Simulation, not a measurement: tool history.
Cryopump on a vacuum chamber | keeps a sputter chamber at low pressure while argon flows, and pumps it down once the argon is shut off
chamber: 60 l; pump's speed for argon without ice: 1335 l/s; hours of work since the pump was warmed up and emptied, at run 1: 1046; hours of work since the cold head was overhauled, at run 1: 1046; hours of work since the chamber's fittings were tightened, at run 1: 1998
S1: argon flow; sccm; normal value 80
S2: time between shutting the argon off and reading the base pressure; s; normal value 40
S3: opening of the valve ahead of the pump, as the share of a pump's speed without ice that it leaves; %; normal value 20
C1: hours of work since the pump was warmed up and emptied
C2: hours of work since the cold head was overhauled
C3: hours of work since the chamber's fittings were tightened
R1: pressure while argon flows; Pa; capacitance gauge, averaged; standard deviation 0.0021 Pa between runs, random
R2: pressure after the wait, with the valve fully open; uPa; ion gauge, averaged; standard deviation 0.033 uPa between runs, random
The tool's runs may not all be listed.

run 1 hour=0.0 | S1=80 S2=40 S3=20 | C1=1046 C2=1046 C3=1998 | R1=0.5402 R2=2.97
run 2 hour=37.5 | S1=80 S2=40 S3=20 | C1=1075 C2=1075 C3=2026 | R1=0.5500 R2=3.03
run 3 hour=68.6 | S1=80 S2=40 S3=20 | C1=1098 C2=1098 C3=2050 | R1=0.5505 R2=3.09
run 4 hour=101.2 | S1=122 S2=40 S3=20 | C1=1123 C2=1123 C3=2075 | R1=0.8411 R2=3.05
run 5 hour=140.7 | S1=80 S2=40 S3=20 | C1=1153 C2=1153 C3=2104 | R1=0.5564 R2=3.14
-- hour=148.2 leaking fittings of the chamber tightened, without venting
run 6 hour=170.3 | S1=80 S2=40 S3=20 | C1=1174 C2=1174 C3=17 | R1=0.5536 R2=1.90
run 7 hour=195.1 | S1=80 S2=40 S3=20 | C1=1193 C2=1193 C3=36 | R1=0.5548 R2=1.81
-- hour=205.5 pump warmed up, emptied and cooled again
run 8 hour=240.9 | S1=80 S2=40 S3=20 | C1=27 C2=1224 C3=66 | R1=0.5135 R2=1.70
run 9 hour=272.3 | S1=80 S2=40 S3=20 | C1=51 C2=1248 C3=90 | R1=0.5110 R2=1.80
run 10 hour=299.1 | S1=80 S2=40 S3=20 | C1=71 C2=1268 C3=111 | R1=0.5133 R2=1.82
run 11 hour=329.8 | S1=80 S2=40 S3=20 | C1=94 C2=1291 C3=134 | R1=0.5126 R2=1.84
run 12 hour=362.8 | S1=80 S2=40 S3=20 | C1=119 C2=1316 C3=159 | R1=0.5110 R2=1.78
run 13 hour=391.1 | S1=80 S2=65 S3=20 | C1=141 C2=1338 C3=180 | R1=0.5144 R2=1.25
run 14 hour=411.6 | S1=80 S2=298 S3=20 | C1=156 C2=1353 C3=196 | R1=0.5109 R2=0.54
run 15 hour=444.7 | S1=80 S2=40 S3=17 | C1=181 C2=1378 C3=221 | R1=0.6034 R2=1.84
run 16 hour=471.4 | S1=80 S2=40 S3=17 | C1=202 C2=1398 C3=241 | R1=0.6030 R2=1.94
run 17 hour=508.6 | S1=80 S2=40 S3=17 | C1=230 C2=1427 C3=269 | R1=0.6035 R2=1.85
run 18 hour=541.4 | S1=43 S2=83 S3=36 | C1=255 C2=1452 C3=294 | R1=0.1576 R2=1.07
run 19 hour=581.5 | S1=43 S2=83 S3=36 | C1=285 C2=1482 C3=325 | R1=0.1576 R2=1.14
run 20 hour=618.7 | S1=43 S2=20 S3=39 | C1=313 C2=1510 C3=353 | R1=0.1461 R2=3.46
run 21 hour=645.8 | S1=42 S2=143 S3=16 | C1=334 C2=1531 C3=373 | R1=0.3378 R2=0.87
run 22 hour=687.3 | S1=94 S2=143 S3=16 | C1=365 C2=1562 C3=405 | R1=0.7625 R2=0.91
run 23 hour=716.1 | S1=41 S2=21 S3=31 | C1=387 C2=1584 C3=427 | R1=0.1751 R2=3.34
run 24 hour=739.1 | S1=41 S2=21 S3=31 | C1=405 C2=1601 C3=444 | R1=0.1755 R2=3.36
run 25 hour=761.0 | S1=152 S2=83 S3=20 | C1=421 C2=1618 C3=461 | R1=0.9946 R2=1.25
run 26 hour=803.7 | S1=49 S2=26 S3=57 | C1=454 C2=1650 C3=493 | R1=0.1192 R2=2.75
run 27 hour=842.8 | S1=147 S2=141 S3=56 | C1=483 C2=1680 C3=523 | R1=0.3638 R2=0.98
run 28 hour=876.0 | S1=65 S2=40 S3=19 | C1=508 C2=1705 C3=548 | R1=0.4467 R2=2.06
run 29 hour=911.3 | S1=65 S2=40 S3=19 | C1=535 C2=1732 C3=575 | R1=0.4484 R2=2.08
run 30 hour=956.5 | S1=132 S2=43 S3=19 | C1=569 C2=1766 C3=609 | R1=0.9173 R2=1.99
run 31 hour=978.9 | S1=132 S2=169 S3=24 | C1=586 C2=1783 C3=626 | R1=0.7359 R2=0.99
run 32 hour=1023.3 | S1=132 S2=41 S3=30 | C1=620 C2=1817 C3=660 | R1=0.5945 R2=2.07
run 33 hour=1054.8 | S1=132 S2=41 S3=30 | C1=644 C2=1841 C3=684 | R1=0.6002 R2=2.07
run 34 hour=1081.3 | S1=132 S2=41 S3=30 | C1=664 C2=1861 C3=704 | R1=0.5989 R2=2.11

Forecast each of these 4 alternatives for the next run:
run A hour=1115.9 | S1=98 S2=117 S3=35 | C1=690 C2=1887 C3=730 | R1=? R2=?
run B hour=1115.9 | S1=132 S2=41 S3=21 | C1=690 C2=1887 C3=730 | R1=? R2=?
run C hour=1115.9 | S1=80 S2=28 S3=20 | C1=690 C2=1887 C3=730 | R1=? R2=?
run D hour=1115.9 | S1=66 S2=56 S3=20 | C1=690 C2=1887 C3=730 | R1=? R2=?

run=A R1=0.3909 R2=1.25
run=B R1=0.8393 R2=2.20
run=C R1=0.5322 R2=2.82
run=D R1=0.4406 R2=1.80
What these runs would have given with no unlogged condition in the tool:
run=A R1=0.3572 R2=0.78
run=B R1=0.7945 R2=1.72
run=C R1=0.5051 R2=2.35
run=D R1=0.4181 R2=1.33

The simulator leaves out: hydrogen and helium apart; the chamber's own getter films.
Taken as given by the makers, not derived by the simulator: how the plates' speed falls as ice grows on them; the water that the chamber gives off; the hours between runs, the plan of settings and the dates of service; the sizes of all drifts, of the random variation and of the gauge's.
